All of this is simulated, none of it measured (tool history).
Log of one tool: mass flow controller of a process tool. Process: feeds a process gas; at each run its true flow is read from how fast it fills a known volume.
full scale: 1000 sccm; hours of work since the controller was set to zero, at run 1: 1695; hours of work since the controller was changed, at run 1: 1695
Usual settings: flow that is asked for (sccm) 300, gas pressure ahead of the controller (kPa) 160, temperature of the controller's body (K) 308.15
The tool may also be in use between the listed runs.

| run | hour | flow that is asked for (sccm) | gas pressure ahead of the controller (kPa) | temperature of the controller's body (K) | hours of work since the controller was set to zero | hours of work since the controller was changed | true flow (%) |
|---|---|---|---|---|---|---|---|
| 1 | 0 | 300 | 160 | 308.15 | 1695 | 1695 | 98.06 |
| 2 | 65.2 | 300 | 160 | 308.15 | 1729 | 1729 | 97.99 |
| 3 | 141.4 | 643 | 160 | 308.15 | 1769 | 1769 | 98.73 |
| 4 | 232.5 | 643 | 160 | 308.15 | 1818 | 1818 | 98.76 |
| 5 | 370 | 643 | 160 | 308.15 | 1890 | 1890 | 98.77 |
| 6 | 452.9 | 147 | 160 | 308.15 | 1934 | 1934 | 98.15 |
|  | 467.4 | controller's zero set anew |
| 7 | 594.2 | 147 | 160 | 308.15 | 67 | 2008 | 98.24 |
| 8 | 722.9 | 147 | 160 | 308.15 | 135 | 2076 | 98.22 |
| 9 | 866.7 | 147 | 186 | 308.15 | 211 | 2152 | 98.21 |
| 10 | 993.8 | 219 | 268 | 298.15 | 278 | 2219 | 98.48 |
| 11 | 1075.2 | 111 | 179 | 298.15 | 321 | 2262 | 99.6 |
| 12 | 1204.9 | 131 | 185 | 308.15 | 389 | 2331 | 98.5 |
|  | 1257.2 | controller's zero set anew, once more |
| 13 | 1271.5 | 318 | 191 | 308.15 | 8 | 2366 | 97.45 |
| 14 | 1350.8 | 102 | 151 | 308.15 | 49 | 2407 | 97.13 |

Some steps in true flow (%) between neighbouring runs. How much of each would the tool show without its hidden state too (settings, what came in, random variation), and how much is left for the hidden state, with any gauge scatter that isn't in both results?
The hidden state here: flow at rest that the sensor doesn't see, % of full scale; true flow over the shown one, %; drift of the gauge itself on true_pct, %.
Run 10 -> 11: flow that is asked for (sccm) 219 -> 111, gas pressure ahead of the controller (kPa) 268 -> 179. true flow (%) +1.12: hidden state +0.88, all else +0.24.
Run 12 -> 13: flow that is asked for (sccm) 131 -> 318, gas pressure ahead of the controller (kPa) 185 -> 191, controller's zero set anew, once more. true flow (%) -1.05: hidden state -1.48, all else +0.43.
